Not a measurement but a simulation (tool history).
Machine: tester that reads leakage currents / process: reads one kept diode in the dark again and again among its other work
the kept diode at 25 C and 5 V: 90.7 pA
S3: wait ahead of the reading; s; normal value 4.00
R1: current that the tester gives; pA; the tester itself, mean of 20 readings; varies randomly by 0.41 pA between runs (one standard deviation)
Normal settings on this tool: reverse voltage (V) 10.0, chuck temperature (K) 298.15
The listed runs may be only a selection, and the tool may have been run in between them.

Run 1, hour 0.0: usual settings. Result: R1 137.13 pA.
Run 2, hour 17.8: usual settings but chuck temperature (K) 311.15. Result: R1 444.53 pA.
Run 3, hour 44.0: usual settings but chuck temperature (K) 311.15. Result: R1 443.42 pA.
Run 4, hour 65.7: usual settings but chuck temperature (K) 311.15. Result: R1 444.50 pA.
Run 5, hour 98.9: usual settings but chuck temperature (K) 311.15. Result: R1 444.92 pA.
Run 6, hour 135.5: usual settings. Result: R1 137.57 pA.
Run 7, hour 161.1: usual settings. Result: R1 136.98 pA.
Run 8, hour 193.5: usual settings. Result: R1 137.28 pA.
Run 9, hour 223.5: usual settings. Result: R1 136.90 pA.
Run 10, hour 253.7: usual settings but reverse voltage (V) 1.0. Result: R1 35.49 pA.
Run 11, hour 283.6: usual settings but reverse voltage (V) 1.0. Result: R1 35.25 pA.
Run 12, hour 319.7: usual settings but reverse voltage (V) 1.0. Result: R1 35.44 pA.
Run 13, hour 339.2: usual settings but reverse voltage (V) 4.6. Result: R1 86.65 pA.
Run 14, hour 366.3: usual settings but reverse voltage (V) 2.0, S3 3.29 s. Result: R1 53.36 pA.
Run 15, hour 389.4: usual settings but chuck temperature (K) 322.15, S3 1.36 s. Result: R1 1121.16 pA.
Run 16, hour 426.8: usual settings but reverse voltage (V) 7.1, chuck temperature (K) 304.15, S3 0.88 s. Result: R1 196.34 pA.
Run 17, hour 460.4: usual settings but reverse voltage (V) 7.1, chuck temperature (K) 304.15, S3 0.88 s. Result: R1 196.21 pA.
Run 18, hour 492.3: usual settings but reverse voltage (V) 7.1, chuck temperature (K) 304.15, S3 5.63 s. Result: R1 194.55 pA.
Run 19, hour 511.8: usual settings but reverse voltage (V) 1.2. Result: R1 39.42 pA.
Run 20, hour 528.7: usual settings but reverse voltage (V) 6.1, S3 1.39 s. Result: R1 103.51 pA.
Run 21, hour 566.1: usual settings but reverse voltage (V) 4.3, S3 0.62 s. Result: R1 84.73 pA.
Run 22, hour 599.2: usual settings but reverse voltage (V) 4.3, chuck temperature (K) 303.15, S3 0.62 s. Result: R1 133.74 pA.
Run 23, hour 614.4: usual settings but reverse voltage (V) 4.3, chuck temperature (K) 302.15, S3 0.62 s. Result: R1 122.33 pA.
Run 24, hour 648.9: usual settings but reverse voltage (V) 4.3, chuck temperature (K) 302.15, S3 0.62 s. Result: R1 121.80 pA.
Run 25, hour 685.5: usual settings but reverse voltage (V) 1.3, chuck temperature (K) 317.15, S3 1.34 s. Result: R1 224.07 pA.

Some steps in R1 between neighbouring runs. How much of each would the tool show without its hidden state too (settings, what came in, random variation), and how much is left for the hidden state, with any gauge scatter that isn't in both results?
What the log doesn't record here: stray current of the dirty probe card, pA a volt; current scale over the true one, %; true chuck temperature over the reading, C; drift of the gauge itself on leakage_pa, %.
Run 14 -> 15: reverse voltage (V) 2.0 -> 10.0, chuck temperature (K) 298.15 -> 322.15, S3 3.29 -> 1.36. R1 +1067.80 pA: hidden state +0.54, all else +1067.26.
Run 15 -> 16: reverse voltage (V) 10.0 -> 7.1, chuck temperature (K) 322.15 -> 304.15, S3 1.36 -> 0.88. R1 -924.82 pA: hidden state -0.44, all else -924.38.
